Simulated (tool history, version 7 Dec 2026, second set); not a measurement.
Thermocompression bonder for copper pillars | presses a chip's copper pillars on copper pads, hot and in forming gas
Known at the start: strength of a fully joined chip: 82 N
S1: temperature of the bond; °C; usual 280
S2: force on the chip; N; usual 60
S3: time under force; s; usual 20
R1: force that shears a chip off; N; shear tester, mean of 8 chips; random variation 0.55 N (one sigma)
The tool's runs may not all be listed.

Run 1, hour 0.0: usual settings. Result: R1 42.6 N.
Run 2, hour 14.1: usual settings but S1 258 °C. Result: R1 34.4 N.
Run 3, hour 27.5: usual settings but S2 44 N. Result: R1 36.3 N.
Run 4, hour 33.4: usual settings but S2 44 N. Result: R1 35.6 N.
Run 5, hour 46.7: usual settings. Result: R1 42.4 N.
Run 6, hour 56.0: usual settings. Result: R1 41.9 N.
Run 7, hour 65.2: usual settings. Result: R1 41.8 N.
Run 8, hour 75.3: usual settings. Result: R1 42.9 N.
Run 9, hour 82.4: usual settings. Result: R1 41.6 N.
Run 10, hour 93.1: usual settings but S2 59 N. Result: R1 41.5 N.
Run 11, hour 100.7: usual settings but S2 59 N. Result: R1 41.4 N.
Run 12, hour 108.2: usual settings. Result: R1 42.2 N.
Run 13, hour 118.0: usual settings. Result: R1 41.8 N.
Run 14, hour 124.2: usual settings. Result: R1 42.0 N.
Run 15, hour 137.6: usual settings. Result: R1 41.4 N.
Run 16, hour 144.5: usual settings. Result: R1 42.1 N.
Run 17, hour 152.9: usual settings. Result: R1 41.9 N.
Run 18, hour 167.6: usual settings. Result: R1 42.2 N.
Run 19, hour 174.4: usual settings. Result: R1 42.3 N.
Run 20, hour 180.9: usual settings. Result: R1 42.2 N.
Run 21, hour 191.7: usual settings but S2 80 N, S3 50 s. Result: R1 60.6 N.
Run 22, hour 198.6: usual settings but S2 75 N, S3 50 s. Result: R1 59.9 N.
At hour 201.5: heater calibrated with a thermocouple chip.
Run 23, hour 212.2: usual settings but S2 75 N, S3 50 s. Result: R1 60.1 N.
Run 24, hour 223.0: usual settings but S1 265 °C, S2 64 N, S3 11 s. Result: R1 29.6 N.
Run 25, hour 232.6: usual settings but S2 41 N, S3 32 s. Result: R1 39.4 N.
Run 26, hour 239.6: usual settings but S2 41 N, S3 32 s. Result: R1 40.0 N.
Run 27, hour 246.8: usual settings but S1 286 °C, S2 41 N, S3 32 s. Result: R1 41.9 N.
Run 28, hour 257.8: usual settings but S1 286 °C, S2 41 N, S3 32 s. Result: R1 41.5 N.
Run 29, hour 272.1: usual settings but S1 286 °C, S2 41 N, S3 32 s. Result: R1 42.2 N.
Run 30, hour 283.5: usual settings but S1 271 °C, S2 41 N, S3 18 s. Result: R1 29.4 N.
At hour 290.8: heater calibrated with a thermocouple chip, once more.
Run 31, hour 298.6: usual settings but S1 267 °C, S2 59 N, S3 18 s. Result: R1 35.4 N.
Run 32, hour 312.9: usual settings but S1 267 °C, S2 59 N, S3 18 s. Result: R1 35.4 N.
Run 33, hour 320.5: usual settings but S2 75 N, S3 11 s. Result: R1 38.1 N.
Run 34, hour 330.8: usual settings but S1 283 °C, S2 65 N, S3 11 s. Result: R1 36.7 N.
Run 35, hour 337.5: usual settings but S1 283 °C, S2 65 N, S3 11 s. Result: R1 37.1 N.

The same runs without the tool's hidden state, with the same run-to-run variation:
The hidden state here: true temperature of the bond over the reading, C; force that reaches the chip, % of what is set; oxide that the forming gas leaves, % of the face; drift of the gauge itself on shear_n, %.
run    R1
  1  43.6
  2  35.3
  3  37.3
  4  36.6
  5  43.7
  6  43.2
  7  43.1
  8  44.3
  9  43.1
 10  43.0
 11  42.9
 12  43.8
 13  43.4
 14  43.6
 15  43.0
 16  43.8
 17  43.6
 18  44.0
 19  44.1
 20  44.1
 21  63.3
 22  62.6
 23  63.2
 24  31.5
 25  41.7
 26  42.4
 27  44.5
 28  44.0
 29  44.9
 30  31.4
 31  36.6
 32  36.8
 33  39.6
 34  38.2
 35  38.6

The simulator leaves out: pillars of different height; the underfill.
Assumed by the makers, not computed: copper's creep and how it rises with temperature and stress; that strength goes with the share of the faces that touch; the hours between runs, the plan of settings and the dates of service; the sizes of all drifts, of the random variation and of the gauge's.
